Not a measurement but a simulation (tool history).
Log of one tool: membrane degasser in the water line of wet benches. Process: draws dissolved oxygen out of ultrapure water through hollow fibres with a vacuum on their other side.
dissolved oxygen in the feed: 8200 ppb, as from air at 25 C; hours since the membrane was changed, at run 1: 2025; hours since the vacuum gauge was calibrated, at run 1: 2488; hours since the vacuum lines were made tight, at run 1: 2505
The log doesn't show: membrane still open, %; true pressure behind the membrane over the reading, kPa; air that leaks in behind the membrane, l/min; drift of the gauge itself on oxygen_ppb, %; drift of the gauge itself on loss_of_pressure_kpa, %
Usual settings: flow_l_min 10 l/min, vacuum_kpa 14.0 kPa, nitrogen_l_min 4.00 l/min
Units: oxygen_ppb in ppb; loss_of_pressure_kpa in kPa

run,day,flow_l_min,vacuum_kpa,nitrogen_l_min,hours since the membrane was changed,hours since the vacuum gauge was calibrated,hours since the vacuum lines were made tight,oxygen_ppb,loss_of_pressure_kpa
1,0.000,10,14.0,4.00,2025,2488,2505,385.8,27.81
2,1.879,10,14.0,4.69,2070,2533,2550,376.3,27.63
3,4.325,10,14.0,4.69,2129,2592,2609,380.1,27.60
4,7.183,10,14.0,4.69,2197,2660,2678,378.2,27.80
5,9.033,10,14.0,4.69,2242,2705,2722,373.4,27.76
6,11.338,13,14.0,4.00,2297,2760,2777,556.8,36.29
7,14.004,10,34.1,4.00,2361,2824,2841,505.3,27.86
8,15.442,10,34.1,4.00,2395,2859,2876,498.0,27.46
9,17.067,10,34.1,4.00,2434,2897,2915,503.9,27.63
10,19.242,10,14.0,7.67,2487,2950,2967,359.2,27.92
# day 21.650: seals of the vacuum lines changed
11,21.875,10,14.0,7.67,2548,3011,5,354.0,27.82
# day 23.458: vacuum gauge calibrated
12,24.150,10,14.0,7.67,2602,17,59,361.0,27.74
13,26.329,10,14.0,4.00,2654,69,112,382.9,27.64
14,27.767,10,14.0,4.00,2689,103,146,386.7,27.56
15,29.183,10,14.6,4.00,2723,137,180,394.7,27.96
16,31.071,10,14.6,4.00,2768,183,226,396.0,28.03
17,32.354,14,8.7,4.00,2799,213,256,576.7,39.14
# day 32.896: vacuum gauge calibrated, once more
18,33.938,10,14.0,2.71,2836,25,294,408.5,27.91
19,35.950,10,18.8,5.38,2885,73,342,390.0,27.64
20,38.150,10,18.8,5.38,2937,126,395,394.7,27.96
21,39.625,10,18.8,5.38,2973,162,430,391.8,27.81
22,41.275,10,18.8,5.38,3012,201,470,389.8,27.82
23,43.458,16,18.8,5.38,3065,254,522,736.6,44.78
24,46.121,16,18.8,5.38,3129,317,586,725.5,44.47
25,47.950,13,18.8,5.00,3173,361,630,568.3,36.34
26,49.679,10,28.9,5.00,3214,403,672,449.9,27.96
27,51.525,12,8.5,7.13,3258,447,716,444.8,33.27
28,53.350,12,8.5,7.13,3302,491,760,448.7,33.24
29,55.475,10,11.1,4.00,3353,542,811,371.6,27.99
30,57.942,10,14.7,11.80,3412,601,870,353.8,27.99
31,60.112,13,14.0,2.06,3465,653,922,631.7,36.52
32,61.938,13,14.0,2.06,3508,697,966,640.3,36.24

The same runs without the tool's hidden state, with the same run-to-run variation:
run,oxygen_ppb,loss_of_pressure_kpa
1,369.6,27.47
2,360.3,27.28
3,363.5,27.24
4,361.1,27.42
5,356.4,27.38
6,534.1,35.79
7,483.0,27.47
8,475.7,27.06
9,481.1,27.22
10,341.4,27.50
11,337.2,27.39
12,343.3,27.31
13,364.1,27.20
14,367.5,27.12
15,375.0,27.51
16,375.9,27.57
17,549.1,38.48
18,390.9,27.44
19,371.9,27.16
20,375.9,27.47
21,373.0,27.32
22,370.8,27.31
23,706.7,43.95
24,695.4,43.64
25,542.3,35.65
26,428.6,27.42
27,420.4,32.62
28,423.7,32.59
29,350.1,27.43
30,332.0,27.42
31,602.0,35.76
32,609.7,35.48
